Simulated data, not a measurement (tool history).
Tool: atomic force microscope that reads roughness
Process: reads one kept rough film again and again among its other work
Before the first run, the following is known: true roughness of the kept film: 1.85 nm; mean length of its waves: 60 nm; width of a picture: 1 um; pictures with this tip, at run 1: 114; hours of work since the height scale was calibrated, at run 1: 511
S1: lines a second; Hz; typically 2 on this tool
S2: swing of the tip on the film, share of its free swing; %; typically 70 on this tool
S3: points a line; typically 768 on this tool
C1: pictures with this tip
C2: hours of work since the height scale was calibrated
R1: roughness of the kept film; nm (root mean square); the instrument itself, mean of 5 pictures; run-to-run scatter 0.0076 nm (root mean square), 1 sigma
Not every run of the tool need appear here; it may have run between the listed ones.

run   hour    S1  S2   S3   C1    C2     R1
  1      0     2  70  768  114   511  1.598
  2   32.8     2  70  768  188   533  1.577
        44  -- new tip fitted
  3   58.2  1.58  70  768   32   550  1.668
  4   94.2     2  70  768  113   575  1.585
  5  126.8  1.54  70  768  186   597  1.597
     136.3  -- new tip fitted
  6    162     2  70  768   57   621  1.606
  7  182.5     2  70  768  104   635    1.6
  8  222.1     2  70  768  193   662  1.571
     229.7  -- new tip fitted
  9  262.5     2  70  768   74   689  1.603
 10  283.5     2  70  768  121   703  1.589
 11  307.2     2  70  768  174   720  1.567
       322  -- new tip fitted
 12  332.2     2  70  768   23   736  1.626
 13    354     2  87  768   72   751  1.414
 14  375.8     2  87  768  121   766  1.402
 15  395.7     2  56  634  166   780  1.667
     416.6  -- new tip fitted
 16  435.6  3.23  59  309   42   806  1.634
 17  466.7  3.23  65  304  113   828  1.573
 18    493  2.01  76  768  172   846  1.523
     509.9  -- new tip fitted
 19  518.5  2.08  75  431   19   863  1.567
 20  539.2     2  76  768   66   877  1.551
 21  576.2     2  76  768  149   902  1.519
     604.2  -- new tip fitted
 22  613.2     2  76  768   20   927  1.569
 23  654.2  0.63  62  401  113   955  1.714
 24  681.5  0.63  62  401  174   973  1.698
     696.6  -- new tip fitted
 25  712.7  2.43  69  445   36   994  1.595
 26  736.9  1.93  69  440   91  1011  1.606

Some steps in R1 between neighbouring runs. How much of each would the tool show without its hidden state too (settings, what came in, random variation), and how much is left for the hidden state, with any gauge scatter that isn't in both results?
Hidden state at play: radius of the tip, nm; height scale over the true one, %; drift of the gauge itself on roughness_nm, %.
Run 11 -> 12: new tip fitted. R1 +0.059 nm (root mean square): hidden state +0.055, all else +0.004.
Run 12 -> 13: S2 70 -> 87. R1 -0.212 nm (root mean square): hidden state -0.014, all else -0.198.
Run 14 -> 15: S2 87 -> 56, S3 768 -> 634. R1 +0.265 nm (root mean square): hidden state -0.025, all else +0.29.
Run 24 -> 25: S1 0.63 -> 2.43, S2 62 -> 69, S3 401 -> 445, new tip fitted. R1 -0.103 nm (root mean square): hidden state +0.054, all else -0.157.
